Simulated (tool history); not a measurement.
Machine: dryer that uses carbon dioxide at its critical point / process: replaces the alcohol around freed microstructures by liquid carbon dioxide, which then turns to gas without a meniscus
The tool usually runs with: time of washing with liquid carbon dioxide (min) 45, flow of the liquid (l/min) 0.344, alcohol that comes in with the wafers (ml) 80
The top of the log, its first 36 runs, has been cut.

run     day  time of washing with liquid carbon dioxide (min)  flow of the liquid (l/min)  alcohol that comes in with the wafers (ml)  hours of work since the filter was changed  hours of work since the purifier's bed was changed  alcohol left in the vessel before it's heated (ppm by volume)
 37  69.479                                                37                       0.405                                          91                                         391                                                 990                                                            336
     70.808  -- inlet filter changed
 38  71.575                                                37                       0.405                                          91                                          14                                                1029                                                            268
 39  73.517                                                37                       0.405                                          91                                          50                                                1065                                                            277
 40  75.379                                                37                       0.405                                          91                                          85                                                1100                                                            282
 41  76.433                                                45                       0.439                                          91                                         105                                                1119                                                            185
 42  78.512                                                45                       0.439                                          91                                         144                                                1158                                                            177
 43  80.408                                                45                       0.439                                          91                                         179                                                1193                                                            187
 44  82.362                                                45                       0.313                                          20                                         215                                                1230                                                            214
 45  83.817                                                45                       0.313                                          20                                         243                                                1257                                                            228
 46  85.962                                                58                       0.348                                          80                                         283                                                1297                                                            201

Branching from run 46: 4 alternative next runs. What would each branch give?
  A  87.158                                                32                       0.344                                          27                                         305                                                1319                                                              ?
  B  87.158                                                28                       0.549                                          46                                         305                                                1319                                                              ?
  C  87.158                                                56                       0.344                                          37                                         305                                                1319                                                              ?
  D  87.158                                                59                       0.344                                          80                                         305                                                1319                                                              ?

run  alcohol left in the vessel before it's heated (ppm by volume)
  A                                                            409
  B                                                            253
  C                                                            191
  D                                                            208
Without the tool's unlogged condition, the same runs would have read:
run  alcohol left in the vessel before it's heated (ppm by volume)
  A                                                            169
  B                                                             47
  C                                                             10
  D                                                             24
